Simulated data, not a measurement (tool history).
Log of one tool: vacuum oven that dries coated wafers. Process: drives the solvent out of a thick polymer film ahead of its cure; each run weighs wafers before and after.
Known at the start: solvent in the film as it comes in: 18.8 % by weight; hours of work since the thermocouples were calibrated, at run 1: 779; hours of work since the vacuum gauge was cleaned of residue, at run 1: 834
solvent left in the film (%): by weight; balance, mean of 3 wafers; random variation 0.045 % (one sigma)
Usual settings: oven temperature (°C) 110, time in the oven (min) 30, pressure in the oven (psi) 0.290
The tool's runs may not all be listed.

run,day,oven temperature (°C),time in the oven (min),pressure in the oven (psi),hours of work since the thermocouples were calibrated,hours of work since the vacuum gauge was cleaned of residue,solvent left in the film (%)
1,0.000,110,30,0.290,779,834,4.48
2,1.621,110,30,0.290,801,857,4.40
3,3.138,110,30,0.290,822,878,4.42
4,4.458,110,30,0.290,841,896,4.39
5,5.729,110,30,0.290,858,913,4.31
# day 5.900: vacuum gauge cleaned of residue and calibrated
6,7.321,110,30,0.290,879,20,4.43
7,9.004,120,34,0.145,903,43,1.42
# day 9.546: oven's thermocouples calibrated
8,10.538,120,34,0.145,14,63,1.79
9,11.275,113,17,0.222,24,73,6.86
10,12.075,113,17,0.222,35,84,6.88

3 ways to go on from here, each from the tool as it stands after run 10. What would each give?
# day 12.446: vacuum gauge cleaned of residue and calibrated, once more
A,13.462,96,30,0.215,53,14,?
# day 12.446: vacuum gauge cleaned of residue and calibrated, once more
B,13.462,110,16,0.183,53,14,?
# day 12.446: vacuum gauge cleaned of residue and calibrated, once more
C,13.462,100,44,0.222,53,14,?

run,solvent left in the film (%)
A,8.82
B,8.12
C,5.66
Without the tool's hidden state the same runs would have given:
run,solvent left in the film (%)
A,8.69
B,8.00
C,5.52
